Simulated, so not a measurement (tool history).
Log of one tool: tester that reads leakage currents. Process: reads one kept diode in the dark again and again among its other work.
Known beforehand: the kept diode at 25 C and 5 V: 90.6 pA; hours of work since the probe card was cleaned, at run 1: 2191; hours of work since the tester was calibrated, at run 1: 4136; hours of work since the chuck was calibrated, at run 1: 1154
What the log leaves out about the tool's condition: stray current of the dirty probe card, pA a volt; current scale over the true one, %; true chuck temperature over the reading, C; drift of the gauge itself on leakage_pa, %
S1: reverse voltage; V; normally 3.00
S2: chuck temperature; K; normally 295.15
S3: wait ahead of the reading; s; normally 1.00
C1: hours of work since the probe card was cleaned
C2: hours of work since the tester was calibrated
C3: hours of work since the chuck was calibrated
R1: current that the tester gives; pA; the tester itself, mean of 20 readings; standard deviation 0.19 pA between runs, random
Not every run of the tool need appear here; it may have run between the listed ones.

run	day	S1	S2	S3	C1	C2	C3	R1
1	0.000	3.00	295.15	1.00	2191	4136	1154	60.93
2	6.162	3.00	295.15	0.87	2279	4225	1243	61.46
3	14.062	3.00	295.15	1.00	2393	4339	1356	60.76
4	21.458	3.00	295.15	1.00	2499	4445	1462	61.09
# day 22.562: tester calibrated
5	31.504	3.00	295.15	1.00	2643	129	1606	61.17
6	41.558	3.00	295.15	1.00	2787	273	1750	61.12
7	48.642	3.00	295.15	1.00	2889	375	1852	61.13
8	57.175	3.00	295.15	1.00	3012	498	1975	61.29
9	65.042	3.00	295.15	1.00	3125	611	2088	61.09
# day 72.946: probe card cleaned and baked
10	76.379	10.79	332.15	1.92	49	772	2249	1458.32
11	81.208	1.03	307.15	3.76	119	841	2318	114.71
# day 87.121: chuck's temperature calibrated
12	87.792	6.16	307.15	3.76	212	935	10	200.88
13	96.517	17.50	300.15	3.76	338	1060	135	160.05

Results for each run, recomputed without the tool's hidden state and with each run's random variation untouched:
run	R1
1	60.86
2	61.39
3	60.68
4	61.02
5	61.11
6	61.06
7	61.07
8	61.22
9	61.02
10	1457.46
11	114.63
12	200.83
13	159.99
